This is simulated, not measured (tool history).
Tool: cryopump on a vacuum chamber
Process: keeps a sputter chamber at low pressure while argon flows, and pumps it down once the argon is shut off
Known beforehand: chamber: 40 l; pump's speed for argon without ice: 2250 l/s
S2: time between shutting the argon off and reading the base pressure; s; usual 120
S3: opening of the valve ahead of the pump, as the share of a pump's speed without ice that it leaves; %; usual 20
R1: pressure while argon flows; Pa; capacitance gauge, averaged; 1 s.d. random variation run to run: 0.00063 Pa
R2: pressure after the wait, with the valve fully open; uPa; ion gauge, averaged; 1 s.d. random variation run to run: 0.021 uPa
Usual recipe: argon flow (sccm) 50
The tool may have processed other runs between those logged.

{"run": 1, "hour": 0.0, "argon flow (sccm)": 50, "S2": 120, "S3": 20, "R1": 0.1963, "R2": 1.64}
{"run": 2, "hour": 27.8, "argon flow (sccm)": 50, "S2": 120, "S3": 20, "R1": 0.1981, "R2": 1.66}
{"run": 3, "hour": 42.6, "argon flow (sccm)": 50, "S2": 120, "S3": 20, "R1": 0.197, "R2": 1.61}
{"run": 4, "hour": 58.2, "argon flow (sccm)": 50, "S2": 120, "S3": 20, "R1": 0.1978, "R2": 1.72}
{"run": 5, "hour": 81.6, "argon flow (sccm)": 50, "S2": 120, "S3": 20, "R1": 0.1996, "R2": 1.71}
{"run": 6, "hour": 111.0, "argon flow (sccm)": 50, "S2": 120, "S3": 51, "R1": 0.0846, "R2": 1.75}
{"run": 7, "hour": 132.8, "argon flow (sccm)": 50, "S2": 120, "S3": 51, "R1": 0.085, "R2": 1.76}
{"run": 8, "hour": 164.4, "argon flow (sccm)": 50, "S2": 120, "S3": 51, "R1": 0.0842, "R2": 1.8}
{"run": 9, "hour": 179.4, "argon flow (sccm)": 50, "S2": 120, "S3": 51, "R1": 0.0847, "R2": 1.74}
{"hour": 203.2, "done": "pump warmed up, emptied and cooled again"}
{"run": 10, "hour": 203.2, "argon flow (sccm)": 53, "S2": 63, "S3": 58, "R1": 0.0693, "R2": 1.61}

Run 11, settings as shown, results not yet in. Your forecast:
{"run": 11, "hour": 222.0, "argon flow (sccm)": 32, "S2": 38, "S3": 37, "R1": "?", "R2": "?"}

For run 11 the tool returned R1 0.0646 Pa, R2 1.8 uPa.
Minus the tool's unlogged condition, the same run would have read R1 0.0642 Pa, R2 0.73 uPa.

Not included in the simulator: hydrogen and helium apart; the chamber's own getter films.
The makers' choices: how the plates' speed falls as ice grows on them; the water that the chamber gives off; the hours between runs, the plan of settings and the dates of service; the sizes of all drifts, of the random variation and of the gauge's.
